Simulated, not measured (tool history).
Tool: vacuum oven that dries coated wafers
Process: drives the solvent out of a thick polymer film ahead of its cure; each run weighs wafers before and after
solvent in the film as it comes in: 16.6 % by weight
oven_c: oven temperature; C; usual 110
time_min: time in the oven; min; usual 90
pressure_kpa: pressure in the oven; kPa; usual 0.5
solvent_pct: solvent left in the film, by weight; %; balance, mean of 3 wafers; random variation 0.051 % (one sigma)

run    day  oven_c  time_min  pressure_kpa  solvent_pct
  1      0     110        90           0.5         0.63
  2  0.454     110        90           0.5         0.71
  3  0.825     110        90           0.5         0.66
  4  1.046     110        90           0.5         0.64
  5  1.458     110        90           0.5         0.57
  6  1.833     110        90           0.5         0.64
  7  2.096     110        90           0.5         0.62
  8  2.433     115        90           0.5         0.42
  9  2.658     115        90           0.5         0.39
 10  3.146     115        90          0.28         0.31
 11  3.529     115        90          0.28         0.31
     3.933  -- oven's thermocouples calibrated
 12  4.083     110        90           0.5         0.78
 13  4.479     110       104           0.5          0.6
 14  4.942     110       104           0.5         0.67
 15  5.375     110        49         0.652         2.61
 16  5.842     110        49         0.652         2.68
 17  6.225     110       112         0.261         0.44
 18  6.592     108        63           0.5         1.96
 19  7.054     107       101         0.849         1.14
 20  7.383     114       146           0.5         0.24
 21  7.654     122       116         0.251         0.15
 22  8.104     110       116         0.339          0.5
 23    8.5     122        90         0.506         0.31

The same runs without the tool's hidden state, with the same run-to-run variation:
The hidden state here: true wafer temperature over the reading, C; true pressure over the reading, kPa; drift of the gauge itself on solvent_pct, %.
run  solvent_pct
  1         0.73
  2         0.81
  3         0.76
  4         0.75
  5         0.68
  6         0.74
  7         0.73
  8         0.46
  9         0.43
 10         0.35
 11         0.35
 12          0.7
 13         0.53
 14         0.59
 15         2.52
 16         2.59
 17         0.37
 18         1.86
 19         1.05
 20         0.17
 21          0.1
 22         0.42
 23         0.26
